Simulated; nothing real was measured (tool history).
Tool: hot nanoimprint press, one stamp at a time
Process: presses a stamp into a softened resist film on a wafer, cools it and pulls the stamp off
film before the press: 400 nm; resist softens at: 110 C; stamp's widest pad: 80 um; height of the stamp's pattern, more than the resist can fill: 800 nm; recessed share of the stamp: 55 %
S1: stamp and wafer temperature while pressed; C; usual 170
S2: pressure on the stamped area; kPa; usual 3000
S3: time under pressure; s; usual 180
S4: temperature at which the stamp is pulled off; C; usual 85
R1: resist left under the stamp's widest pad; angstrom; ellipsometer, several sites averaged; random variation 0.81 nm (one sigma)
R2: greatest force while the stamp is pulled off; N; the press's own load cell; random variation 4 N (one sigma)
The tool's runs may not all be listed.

run   hour   S1    S2   S3  S4    R1   R2
  1    0.0  170  3000  180  85  1860  280
       7.5  -- plate thermocouple calibrated
  2   15.5  171  3000  180  85  1681  263
  3   29.6  171  3000  114  85  1988  266
  4   41.0  171  3000  114  80  2008  313
  5   55.9  170  2590  180  85  1869  292
  6   68.7  170  3000  180  75  1742  371
  7   82.5  170  3000  180  85  1745  288
  8   89.1  182  3000  180  85  1128  287
  9   97.8  182  3000  180  85  1132  307
 10  104.6  170  3000  107  85  2135  304
 11  112.1  170  3000  107  85  2132  299
 12  124.4  170  3000  107  85  2146  311
     133.0  -- stamp cleaned and given a new release coat
 13  141.9  170  3000  107  85  2132  194
 14  156.0  170  3000  107  85  2148  205
 15  167.1  170  3000  264  85  1508  202
 16  179.1  170  3000  264  85  1513  211
 17  187.0  170  3000  264  85  1527  227
 18  197.9  170  1970   94  85  2576  222
 19  209.6  170  1970   94  75  2597  285
 20  216.0  175  3590   94  70  1778  320
 21  229.4  175  3590   94  70  1770  340
 22  235.7  175  3590   94  70  1783  330
 23  247.8  170  2180  180  82  2030  253
 24  255.6  180  2960  162  88  1290  223
 25  267.0  169  2630  114  87  2305  246
 26  274.4  170  3890  119  73  1896  333
 27  285.1  175  1940  147  70  1941  369
 28  299.2  175  1940  147  70  1929  359

Run 29 comes next. What will it give?
 29  312.6  159  4730  105  74   ?   ?

R1: 2689 angstrom
R2: 348 N
Without the tool's hidden state the same run would have given R1 2598 angstrom, R2 257 N.

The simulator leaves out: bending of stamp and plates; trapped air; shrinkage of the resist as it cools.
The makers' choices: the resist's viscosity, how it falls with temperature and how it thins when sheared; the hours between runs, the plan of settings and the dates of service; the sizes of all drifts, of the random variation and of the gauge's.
